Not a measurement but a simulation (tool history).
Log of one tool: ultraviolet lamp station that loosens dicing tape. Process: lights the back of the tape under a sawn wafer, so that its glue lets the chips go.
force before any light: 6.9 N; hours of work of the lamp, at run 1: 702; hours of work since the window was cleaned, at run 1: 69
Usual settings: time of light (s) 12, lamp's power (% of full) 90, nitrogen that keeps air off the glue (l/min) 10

run   hour  time of light (s)  lamp's power (% of full)  nitrogen that keeps air off the glue (l/min)  hours of work of the lamp  hours of work since the window was cleaned  force that peels the tape off (N)  light that reached the tape (mJ/cm²)
  1      0                 12                        90                                            10                        702                                          69                              0.604                                   201
  2   41.5                 12                        90                                            10                        724                                          91                              0.622                                   198
  3   99.9                 12                        90                                            10                        755                                         122                              0.643                                   197
  4  152.1                 12                        90                                            10                        783                                         150                              0.678                                   196
  5  215.5                 12                        90                                            10                        817                                         184                              0.683                                   191
  6  250.6                 12                        90                                            10                        836                                         203                              0.669                                   184
  7  278.3                 12                        90                                            10                        851                                         218                              0.738                                   191
  8  315.9                 12                        90                                            10                        871                                         238                                0.7                                   187
  9  380.2                  8                        90                                            10                        906                                         272                              1.568                                   122
 10  409.5                  8                        90                                            10                        921                                         288                              1.558                                   120
 11  473.9                 12                        68                                             5                        956                                         323                              1.664                                   136
 12  532.9                 12                        90                                             3                        987                                         354                              1.397                                   174
 13  594.2                 12                        90                                            11                       1020                                         387                              0.795                                   169
 14  623.5                 12                        90                                            11                       1036                                         403                              0.792                                   168
 15  661.6                 17                        80                                             4                       1056                                         423                              0.923                                   214
     672.3  -- window cleaned of glue's vapour
 16  726.4                  8                        71                                             4                       1091                                          29                              2.643                                    96
     773.7  -- lamp changed
 17  778.7                  8                        71                                             4                          3                                          56                              1.951                                   124

How the hidden state differs across the entries between the runs, from the last listed run before each to the first after it:
Between runs 15 and 16: window cleaned of glue's vapour (hour 672.3)
  lamp's light, % of a new lamp's: 77.1 -> 76.4; light that the window lets through, % of a clean one's: 89.5 -> 99
  measured less the result without the state, force that peels the tape off (N): +0.482 -> +0.691; light that reached the tape (mJ/cm²): -96 -> -31
Between runs 16 and 17: lamp changed (hour 773.7)
  lamp's light, % of a new lamp's: 76.4 -> 98.4; light that the window lets through, % of a clean one's: 99 -> 98.3
  measured less the result without the state, force that peels the tape off (N): +0.691 -> +0.078; light that reached the tape (mJ/cm²): -31 -> -4

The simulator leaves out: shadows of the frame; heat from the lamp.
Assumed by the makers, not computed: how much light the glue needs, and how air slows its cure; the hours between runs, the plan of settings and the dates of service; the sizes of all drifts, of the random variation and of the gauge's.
